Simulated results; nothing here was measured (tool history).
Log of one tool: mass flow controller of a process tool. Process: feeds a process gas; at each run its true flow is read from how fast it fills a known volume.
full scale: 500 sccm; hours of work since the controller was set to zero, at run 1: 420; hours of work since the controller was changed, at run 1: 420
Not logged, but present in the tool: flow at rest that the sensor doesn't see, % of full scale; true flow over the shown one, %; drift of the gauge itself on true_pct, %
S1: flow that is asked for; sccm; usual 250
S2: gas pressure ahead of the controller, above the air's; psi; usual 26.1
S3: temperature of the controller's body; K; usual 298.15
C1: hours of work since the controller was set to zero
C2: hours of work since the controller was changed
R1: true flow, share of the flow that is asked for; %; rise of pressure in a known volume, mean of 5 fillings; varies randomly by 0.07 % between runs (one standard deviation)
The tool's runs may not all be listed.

Run 1, hour 0.0: usual settings; C1 420; C2 420. Result: R1 99.45 %.
Run 2, hour 128.5: usual settings; C1 495; C2 495. Result: R1 99.39 %.
Run 3, hour 222.9: usual settings; C1 550; C2 550. Result: R1 99.53 %.
Run 4, hour 389.8: usual settings; C1 648; C2 648. Result: R1 99.47 %.
Run 5, hour 472.8: usual settings; C1 696; C2 696. Result: R1 99.34 %.
Run 6, hour 593.3: usual settings but S1 370 sccm; C1 767; C2 767. Result: R1 99.77 %.
Run 7, hour 673.8: usual settings but S1 370 sccm; C1 814; C2 814. Result: R1 99.67 %.
Run 8, hour 806.2: usual settings but S1 370 sccm; C1 892; C2 892. Result: R1 99.62 %.
Run 9, hour 947.7: usual settings; C1 975; C2 975. Result: R1 99.48 %.
Run 10, hour 1097.3: usual settings but S1 224 sccm; C1 1062; C2 1062. Result: R1 99.34 %.
Run 11, hour 1216.6: usual settings but S1 224 sccm; C1 1132; C2 1132. Result: R1 99.45 %.
Run 12, hour 1382.5: usual settings but S1 224 sccm; C1 1229; C2 1229. Result: R1 99.34 %.
Run 13, hour 1526.1: usual settings but S1 224 sccm; C1 1313; C2 1313. Result: R1 99.34 %.
Run 14, hour 1603.6: usual settings; C1 1359; C2 1359. Result: R1 99.41 %.
Run 15, hour 1695.1: usual settings but S1 59 sccm; C1 1412; C2 1412. Result: R1 100.38 %.
Run 16, hour 1781.1: usual settings but S1 59 sccm; C1 1463; C2 1463. Result: R1 100.41 %.
Run 17, hour 1870.2: usual settings; C1 1515; C2 1515. Result: R1 99.39 %.
Run 18, hour 2055.1: usual settings; C1 1623; C2 1623. Result: R1 99.38 %.
Run 19, hour 2225.8: usual settings; C1 1723; C2 1723. Result: R1 99.29 %.
Run 20, hour 2309.3: usual settings but S3 311.15 K; C1 1772; C2 1772. Result: R1 100.94 %.
Run 21, hour 2454.9: usual settings but S1 98 sccm, S3 311.15 K; C1 1857; C2 1857. Result: R1 101.48 %.
Run 22, hour 2631.5: usual settings but S1 98 sccm, S3 311.15 K; C1 1961; C2 1961. Result: R1 101.42 %.
Run 23, hour 2790.5: usual settings but S1 98 sccm, S2 20.9 psi, S3 311.15 K; C1 2054; C2 2054. Result: R1 101.83 %.
Run 24, hour 2915.8: usual settings; C1 2127; C2 2127. Result: R1 99.51 %.
Run 25, hour 2998.7: usual settings; C1 2176; C2 2176. Result: R1 99.45 %.
Run 26, hour 3129.3: usual settings but S1 207 sccm, S2 29.4 psi, S3 310.15 K; C1 2252; C2 2252. Result: R1 100.79 %.
Run 27, hour 3303.2: usual settings but S1 207 sccm, S2 29.4 psi, S3 310.15 K; C1 2354; C2 2354. Result: R1 100.68 %.
Run 28, hour 3442.8: usual settings but S1 207 sccm, S2 29.4 psi, S3 310.15 K; C1 2436; C2 2436. Result: R1 100.74 %.
Run 29, hour 3589.0: usual settings but S1 158 sccm; C1 2521; C2 2521. Result: R1 99.74 %.
Run 30, hour 3719.3: usual settings but S1 158 sccm; C1 2598; C2 2598. Result: R1 99.60 %.
Run 31, hour 3804.7: usual settings but S1 120 sccm, S3 306.15 K; C1 2648; C2 2648. Result: R1 100.98 %.
Run 32, hour 3926.3: usual settings but S1 120 sccm, S3 306.15 K; C1 2719; C2 2719. Result: R1 101.00 %.
Run 33, hour 4079.5: usual settings but S1 172 sccm, S2 21.9 psi, S3 302.15 K; C1 2809; C2 2809. Result: R1 100.35 %.
Run 34, hour 4174.8: usual settings but S1 342 sccm, S2 32.6 psi, S3 293.15 K; C1 2864; C2 2864. Result: R1 98.72 %.
Run 35, hour 4252.4: usual settings but S1 55 sccm, S2 32.6 psi, S3 303.15 K; C1 2910; C2 2910. Result: R1 102.74 %.
Run 36, hour 4328.1: usual settings but S1 55 sccm, S2 32.6 psi, S3 303.15 K; C1 2954; C2 2954. Result: R1 102.69 %.
Run 37, hour 4481.4: usual settings but S2 30.7 psi, S3 304.15 K; C1 3044; C2 3044. Result: R1 99.92 %.
Run 38, hour 4630.8: usual settings but S2 30.7 psi, S3 304.15 K; C1 3132; C2 3132. Result: R1 99.93 %.
Run 39, hour 4804.4: usual settings but S1 252 sccm, S2 27.6 psi, S3 312.15 K; C1 3233; C2 3233. Result: R1 101.05 %.
Run 40, hour 4968.2: usual settings but S2 38.7 psi, S3 305.15 K; C1 3329; C2 3329. Result: R1 99.73 %.
Run 41, hour 5111.6: usual settings but S1 125 sccm, S3 299.15 K; C1 3413; C2 3413. Result: R1 100.33 %.
Run 42, hour 5273.4: usual settings but S2 35.1 psi, S3 295.15 K; C1 3508; C2 3508. Result: R1 98.81 %.
Run 43, hour 5430.1: usual settings but S2 35.1 psi, S3 295.15 K; C1 3600; C2 3600. Result: R1 98.74 %.
Run 44, hour 5525.8: usual settings but S2 35.1 psi, S3 295.15 K; C1 3656; C2 3656. Result: R1 98.77 %.
Run 45, hour 5655.0: usual settings but S2 35.1 psi, S3 295.15 K; C1 3731; C2 3731. Result: R1 98.85 %.
Run 46, hour 5809.5: usual settings but S2 27.7 psi, S3 301.15 K; C1 3822; C2 3822. Result: R1 99.74 %.
Run 47, hour 5952.3: usual settings but S1 56 sccm, S2 28.4 psi, S3 305.15 K; C1 3905; C2 3905. Result: R1 104.21 %.
Run 48, hour 6116.1: usual settings but S1 192 sccm; C1 4001; C2 4001. Result: R1 99.61 %.

Predict each of these 3 candidate next runs independently; none follows another, all start after run 48:
Run A, hour 6258.6: usual settings but S1 374 sccm, S2 23.5 psi, S3 296.15 K; C1 4085; C2 4085. Result: R1 ?.
Run B, hour 6258.6: usual settings but S1 312 sccm, S2 39.6 psi, S3 313.15 K; C1 4085; C2 4085. Result: R1 ?.
Run C, hour 6258.6: usual settings but S1 136 sccm, S3 302.15 K; C1 4085; C2 4085. Result: R1 ?.

run      R1
  A   99.28
  B  100.58
  C  100.69
Stripped of hidden state, with their random variation kept, the same runs would have yielded:
run      R1
  A   99.51
  B  100.63
  C   99.26
